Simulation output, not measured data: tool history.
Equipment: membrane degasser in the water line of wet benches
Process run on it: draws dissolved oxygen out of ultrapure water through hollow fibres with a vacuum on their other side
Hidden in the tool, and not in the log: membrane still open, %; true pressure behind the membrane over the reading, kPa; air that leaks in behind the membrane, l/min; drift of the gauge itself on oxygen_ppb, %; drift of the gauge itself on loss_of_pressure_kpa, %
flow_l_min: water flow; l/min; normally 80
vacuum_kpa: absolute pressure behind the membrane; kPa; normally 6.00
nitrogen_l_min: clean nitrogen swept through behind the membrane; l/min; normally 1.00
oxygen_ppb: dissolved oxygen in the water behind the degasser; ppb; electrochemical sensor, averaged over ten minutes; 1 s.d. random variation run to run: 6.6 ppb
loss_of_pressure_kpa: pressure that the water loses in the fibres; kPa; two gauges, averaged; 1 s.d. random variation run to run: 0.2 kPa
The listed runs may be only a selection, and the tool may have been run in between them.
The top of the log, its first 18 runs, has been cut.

run	hour	flow_l_min	vacuum_kpa	nitrogen_l_min	hours since the membrane was changed	hours since the vacuum gauge was calibrated	hours since the vacuum lines were made tight	oxygen_ppb	loss_of_pressure_kpa
19	4405.9	109	6.00	0.82	3407	2482	5608	1134.1	63.51
20	4606.3	109	6.00	0.82	3607	2682	5809	1152.6	63.57
21	4917.6	76	6.00	0.82	3918	2993	6120	716.2	44.65
# hour 5055.3: vacuum gauge calibrated
22	5216.3	49	14.04	1.00	4216	161	6418	985.3	28.53
23	5427.4	51	3.68	0.58	4428	372	6629	163.6	29.91
24	5655.2	51	3.68	0.58	4655	600	6857	169.1	30.34
25	5879.4	121	6.00	0.59	4880	824	7081	1368.6	71.59
26	6156.3	121	6.00	0.59	5157	1101	7358	1409.5	72.46
27	6338.4	117	6.00	0.73	5339	1283	7540	1300.1	69.66
# hour 6476.8: seals of the vacuum lines changed
28	6585.1	117	6.00	0.73	5583	1528	108	1296.0	69.63
29	6754.1	77	7.97	1.84	5752	1697	277	714.0	45.63
30	6883.1	77	7.97	1.84	5881	1826	406	729.3	46.06
31	7155.6	123	7.96	1.84	6154	2098	679	1400.7	73.37

Each row is a separate what-if for the run after 31, all from the same tool condition, not one after another. Results?
A	7454.5	75	3.92	1.30	6453	2397	978	?	?
B	7454.5	123	7.96	1.57	6453	2397	978	?	?
C	7454.5	80	3.83	0.84	6453	2397	978	?	?
D	7454.5	55	5.29	0.65	6453	2397	978	?	?
E	7454.5	80	6.94	0.57	6453	2397	978	?	?

run	oxygen_ppb	loss_of_pressure_kpa
A	422.2	45.25
B	1406.8	74.40
C	508.5	48.13
D	435.0	33.07
E	1027.3	48.28
Without the tool's hidden state the same runs would have given:
run	oxygen_ppb	loss_of_pressure_kpa
A	339.5	42.28
B	1276.1	69.51
C	410.5	44.96
D	380.9	30.89
E	936.5	45.10
